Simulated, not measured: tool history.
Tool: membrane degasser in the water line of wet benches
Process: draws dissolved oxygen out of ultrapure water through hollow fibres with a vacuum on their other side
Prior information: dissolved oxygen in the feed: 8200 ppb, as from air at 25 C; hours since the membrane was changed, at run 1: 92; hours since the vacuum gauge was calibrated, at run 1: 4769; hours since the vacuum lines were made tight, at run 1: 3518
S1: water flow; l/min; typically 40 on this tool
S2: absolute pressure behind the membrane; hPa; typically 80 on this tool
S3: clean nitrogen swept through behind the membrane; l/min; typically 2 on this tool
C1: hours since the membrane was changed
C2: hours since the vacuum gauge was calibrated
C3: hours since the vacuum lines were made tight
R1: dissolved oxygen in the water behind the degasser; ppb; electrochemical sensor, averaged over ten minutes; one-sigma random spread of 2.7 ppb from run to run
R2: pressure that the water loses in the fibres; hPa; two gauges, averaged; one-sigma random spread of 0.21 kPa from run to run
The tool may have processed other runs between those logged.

| run | hour | S1 | S2 | S3 | C1 | C2 | C3 | R1 | R2 |
|---|---|---|---|---|---|---|---|---|---|
| 1 | 0 | 40 | 80 | 2 | 92 | 4769 | 3518 | 273.8 | 465.3 |
| 2 | 83.7 | 40 | 80 | 2 | 176 | 4853 | 3602 | 281.9 | 465.2 |
| 3 | 147.1 | 40 | 80 | 3.18 | 239 | 4917 | 3665 | 206.6 | 467.4 |
|  | 191.1 | vacuum gauge calibrated |
| 4 | 236.6 | 40 | 80 | 3.18 | 328 | 45 | 3754 | 202.4 | 468 |
| 5 | 274.5 | 40 | 80 | 3.18 | 366 | 83 | 3792 | 201.9 | 466.9 |
| 6 | 325.1 | 40 | 80 | 3.18 | 416 | 134 | 3843 | 201.2 | 470.7 |
| 7 | 375.4 | 24 | 80 | 3.18 | 467 | 184 | 3893 | 103.2 | 280.4 |
| 8 | 447.5 | 40 | 80 | 0.99 | 539 | 256 | 3965 | 432.2 | 471.3 |
| 9 | 523 | 40 | 80 | 2 | 614 | 332 | 4040 | 268.1 | 466.1 |
| 10 | 604.1 | 40 | 80 | 2 | 695 | 413 | 4122 | 272.2 | 464.4 |
| 11 | 652.9 | 40 | 80 | 2 | 744 | 462 | 4170 | 269.8 | 470.8 |
| 12 | 711 | 40 | 80 | 2 | 802 | 520 | 4228 | 276.5 | 468 |
| 13 | 759.9 | 40 | 80 | 2 | 851 | 569 | 4277 | 270.9 | 467.1 |
| 14 | 839.3 | 40 | 80 | 2 | 931 | 648 | 4357 | 274.3 | 465.8 |
| 15 | 908.9 | 40 | 80 | 2 | 1000 | 718 | 4426 | 275.9 | 471.6 |
| 16 | 985.3 | 40 | 80 | 2 | 1077 | 794 | 4503 | 269.8 | 475.2 |
| 17 | 1050.6 | 40 | 80 | 2 | 1142 | 860 | 4568 | 272.2 | 470.9 |
| 18 | 1130.2 | 40 | 80 | 3.85 | 1222 | 939 | 4648 | 184 | 470.3 |
| 19 | 1217.7 | 63 | 80 | 2 | 1309 | 1027 | 4735 | 480.8 | 743.5 |
| 20 | 1286 | 58 | 80.1 | 2 | 1377 | 1095 | 4803 | 433.1 | 683.4 |
| 21 | 1339 | 45 | 69.8 | 2 | 1430 | 1148 | 4856 | 268.9 | 528.7 |
| 22 | 1422.3 | 45 | 69.8 | 2 | 1514 | 1231 | 4940 | 270.9 | 527.2 |
| 23 | 1500.4 | 40 | 80 | 4.34 | 1592 | 1309 | 5018 | 169.2 | 476.6 |
| 24 | 1572.8 | 45 | 50.5 | 1.28 | 1664 | 1382 | 5090 | 221.7 | 532.1 |
| 25 | 1655.9 | 39 | 50.5 | 5.06 | 1747 | 1465 | 5173 | 100 | 461.6 |
| 26 | 1711.9 | 29 | 84.2 | 2.15 | 1803 | 1521 | 5229 | 193 | 342.1 |
| 27 | 1764.6 | 29 | 84.2 | 2.15 | 1856 | 1574 | 5282 | 193.6 | 343.2 |
| 28 | 1850.1 | 54 | 84.2 | 1.85 | 1941 | 1659 | 5368 | 445.6 | 640.8 |
| 29 | 1918.7 | 36 | 66.3 | 1.18 | 2010 | 1728 | 5436 | 267.4 | 426.4 |
| 30 | 1998.4 | 31 | 48.5 | 1.16 | 2090 | 1807 | 5516 | 135 | 365.6 |
| 31 | 2063.1 | 56 | 48.5 | 2.27 | 2154 | 1872 | 5581 | 230.6 | 663.2 |

Each row is a separate what-if for the run after 31, all from the same tool condition, not one after another. Results?
|  | 2084.8 | seals of the vacuum lines changed |
| A | 2149.8 | 40 | 129.4 | 1.3 | 2239 | 1957 | 65 | ? | ? |
|  | 2084.8 | seals of the vacuum lines changed |
| B | 2149.8 | 40 | 52.9 | 2 | 2239 | 1957 | 65 | ? | ? |
|  | 2084.8 | seals of the vacuum lines changed |
| C | 2149.8 | 30 | 80 | 2 | 2239 | 1957 | 65 | ? | ? |
|  | 2084.8 | seals of the vacuum lines changed |
| D | 2149.8 | 40 | 80 | 5.86 | 2239 | 1957 | 65 | ? | ? |
|  | 2084.8 | seals of the vacuum lines changed |
| E | 2149.8 | 29 | 80 | 2.86 | 2239 | 1957 | 65 | ? | ? |

| run | R1 | R2 |
|---|---|---|
| A | 663.3 | 471.4 |
| B | 161.4 | 474.3 |
| C | 196.7 | 355.6 |
| D | 149.1 | 472.8 |
| E | 143.9 | 342 |
With the hidden condition removed and each run's random variation left untouched, the same runs would have given:
| run | R1 | R2 |
|---|---|---|
| A | 653 | 463.4 |
| B | 152.1 | 466.3 |
| C | 190.6 | 349.6 |
| D | 142.1 | 464.8 |
| E | 139 | 336.1 |
